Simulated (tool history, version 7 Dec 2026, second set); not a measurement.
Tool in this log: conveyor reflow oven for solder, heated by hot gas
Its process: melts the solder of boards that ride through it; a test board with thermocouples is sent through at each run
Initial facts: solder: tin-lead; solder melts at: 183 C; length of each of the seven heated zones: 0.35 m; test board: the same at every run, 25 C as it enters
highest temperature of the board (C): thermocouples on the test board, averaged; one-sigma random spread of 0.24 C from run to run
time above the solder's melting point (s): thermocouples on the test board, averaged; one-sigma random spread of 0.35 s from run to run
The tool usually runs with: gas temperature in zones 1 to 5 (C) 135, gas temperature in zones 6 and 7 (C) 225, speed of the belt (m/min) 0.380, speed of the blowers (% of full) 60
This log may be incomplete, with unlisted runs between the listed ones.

run,hour,gas temperature in zones 1 to 5 (C),gas temperature in zones 6 and 7 (C),speed of the belt (m/min),speed of the blowers (% of full),highest temperature of the board (C),time above the solder's melting point (s)
1,0.0,135,225,0.380,60,212.8,77.6
2,78.0,135,225,0.380,71,213.3,79.6
# hour 119.6: flux residue cleaned out of gas plates and filters
3,181.9,135,225,0.380,71,214.3,81.8
4,255.1,148,225,0.380,71,216.1,90.3
5,297.7,135,231,0.380,60,217.7,83.3
6,367.7,135,233,0.380,60,219.2,85.2
7,428.8,135,233,0.380,60,219.1,84.5
# hour 462.2: flux residue cleaned out of gas plates and filters
8,527.5,135,233,0.380,60,219.4,86.9
9,593.9,135,233,0.380,60,220.0,86.1
10,659.5,135,233,0.380,60,219.4,86.0
11,742.0,135,225,0.380,72,213.1,80.2
# hour 808.6: flux residue cleaned out of gas plates and filters
12,824.8,135,225,0.380,72,214.4,81.9
13,915.8,135,225,0.380,72,213.8,81.9
# hour 946.2: belt drive overhauled, speed set with a stopwatch
14,970.7,135,225,0.380,72,213.7,81.6
15,1019.0,135,225,0.380,72,213.5,81.3
16,1061.4,147,232,0.380,85,222.6,97.2
17,1125.7,131,232,0.346,85,222.2,99.2
# hour 1158.1: flux residue cleaned out of gas plates and filters
# hour 1167.8: thermocouples of zones 6 and 7 changed
18,1231.6,131,232,0.346,85,224.3,101.6
19,1278.1,131,232,0.346,85,224.4,102.4
# hour 1320.8: belt drive overhauled, speed set with a stopwatch, once more
20,1363.7,142,232,0.383,85,222.8,92.1
21,1462.0,142,232,0.383,85,221.9,91.7
# hour 1511.9: flux residue cleaned out of gas plates and filters
22,1519.0,135,238,0.340,61,227.6,103.7
23,1566.9,135,238,0.340,61,227.4,104.2
24,1667.1,135,238,0.340,61,226.3,104.5
25,1766.7,135,237,0.340,82,228.1,105.4
# hour 1861.4: flux residue cleaned out of gas plates and filters
26,1863.9,131,222,0.332,54,211.3,87.2
27,1932.1,121,232,0.380,73,219.1,79.7
28,1996.5,135,225,0.365,60,212.7,81.6
29,2068.7,128,225,0.380,67,211.6,73.7
30,2167.2,130,225,0.380,67,211.4,74.4

A few steps of highest temperature of the board (C) between consecutive runs. Split each: what settings, incoming material and random variation would produce without the hidden state, and what is left over for the hidden state, along with gauge scatter present in only one of the two compared results (measured, and without hidden state):
Unlogged tool condition in this case: heat that the gas passes to the board, % of a clean oven's; belt's true speed, % of the reading; true gas temperature in zones 6 and 7 over the reading, C; drift of the gauge itself on peak_c, C; drift of the gauge itself on liquid_s, %.
Run 7 -> 8: flux residue cleaned out of gas plates and filters. highest temperature of the board (C) +0.3: hidden state +1.2, all else -0.9.
Run 15 -> 16: gas temperature in zones 1 to 5 (C) 135 -> 147, gas temperature in zones 6 and 7 (C) 225 -> 232, speed of the blowers (% of full) 72 -> 85. highest temperature of the board (C) +9.1: hidden state -0.3, all else +9.4.
Run 17 -> 18: flux residue cleaned out of gas plates and filters, thermocouples of zones 6 and 7 changed. highest temperature of the board (C) +2.1: hidden state +1.9, all else +0.2.
Run 21 -> 22: gas temperature in zones 1 to 5 (C) 142 -> 135, gas temperature in zones 6 and 7 (C) 232 -> 238, speed of the belt (m/min) 0.383 -> 0.340, speed of the blowers (% of full) 85 -> 61, flux residue cleaned out of gas plates and filters. highest temperature of the board (C) +5.7: hidden state +1.2, all else +4.5.
Run 25 -> 26: gas temperature in zones 1 to 5 (C) 135 -> 131, gas temperature in zones 6 and 7 (C) 237 -> 222, speed of the belt (m/min) 0.340 -> 0.332, speed of the blowers (% of full) 82 -> 54, flux residue cleaned out of gas plates and filters. highest temperature of the board (C) -16.8: hidden state +0.8, all else -17.6.
Run 26 -> 27: gas temperature in zones 1 to 5 (C) 131 -> 121, gas temperature in zones 6 and 7 (C) 222 -> 232, speed of the belt (m/min) 0.332 -> 0.380, speed of the blowers (% of full) 54 -> 73. highest temperature of the board (C) +7.8: hidden state -0.4, all else +8.2.

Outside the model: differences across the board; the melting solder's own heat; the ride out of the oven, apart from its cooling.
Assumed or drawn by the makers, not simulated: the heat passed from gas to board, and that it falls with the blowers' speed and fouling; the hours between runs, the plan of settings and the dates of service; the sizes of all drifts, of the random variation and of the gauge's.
